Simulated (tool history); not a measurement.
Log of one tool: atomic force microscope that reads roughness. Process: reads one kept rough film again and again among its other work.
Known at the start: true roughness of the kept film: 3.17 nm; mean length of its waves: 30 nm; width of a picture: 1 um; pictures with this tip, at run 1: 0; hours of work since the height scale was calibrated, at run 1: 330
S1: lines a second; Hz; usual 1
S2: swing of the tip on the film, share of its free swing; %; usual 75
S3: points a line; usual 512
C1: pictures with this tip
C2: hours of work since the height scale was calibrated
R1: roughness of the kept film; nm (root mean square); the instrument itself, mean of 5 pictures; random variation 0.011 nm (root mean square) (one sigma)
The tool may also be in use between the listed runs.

| run | hour | S1 | S2 | S3 | C1 | C2 | R1 |
|---|---|---|---|---|---|---|---|
| 1 | 0 | 1 | 75 | 512 | 0 | 330 | 2.642 |
| 2 | 12.8 | 1 | 75 | 512 | 15 | 337 | 2.6 |
| 3 | 22.3 | 0.6 | 75 | 512 | 27 | 343 | 2.65 |
| 4 | 32.8 | 0.6 | 75 | 512 | 40 | 350 | 2.618 |
| 5 | 45.8 | 0.6 | 75 | 512 | 55 | 358 | 2.585 |
| 6 | 57.8 | 0.6 | 75 | 512 | 70 | 365 | 2.556 |
| 7 | 75.2 | 2.12 | 64 | 512 | 91 | 376 | 2.38 |
| 8 | 86.1 | 3.13 | 75 | 361 | 105 | 382 | 2.044 |
| 9 | 105.9 | 1.53 | 56 | 321 | 129 | 395 | 2.407 |
| 10 | 115.1 | 1.53 | 56 | 321 | 140 | 400 | 2.385 |
| 11 | 123.5 | 1 | 63 | 461 | 150 | 405 | 2.37 |

3 ways to go on from here, each from the tool as it stands after run 11. What would each give?
| A | 136.2 | 0.66 | 89 | 461 | 166 | 413 | ? |
| B | 136.2 | 1 | 77 | 996 | 166 | 413 | ? |
| C | 136.2 | 1.09 | 85 | 461 | 166 | 413 | ? |

| run | R1 |
|---|---|
| A | 2.197 |
| B | 2.229 |
| C | 2.119 |
Without the tool's hidden state the same runs would have given:
| run | R1 |
|---|---|
| A | 2.593 |
| B | 2.631 |
| C | 2.502 |
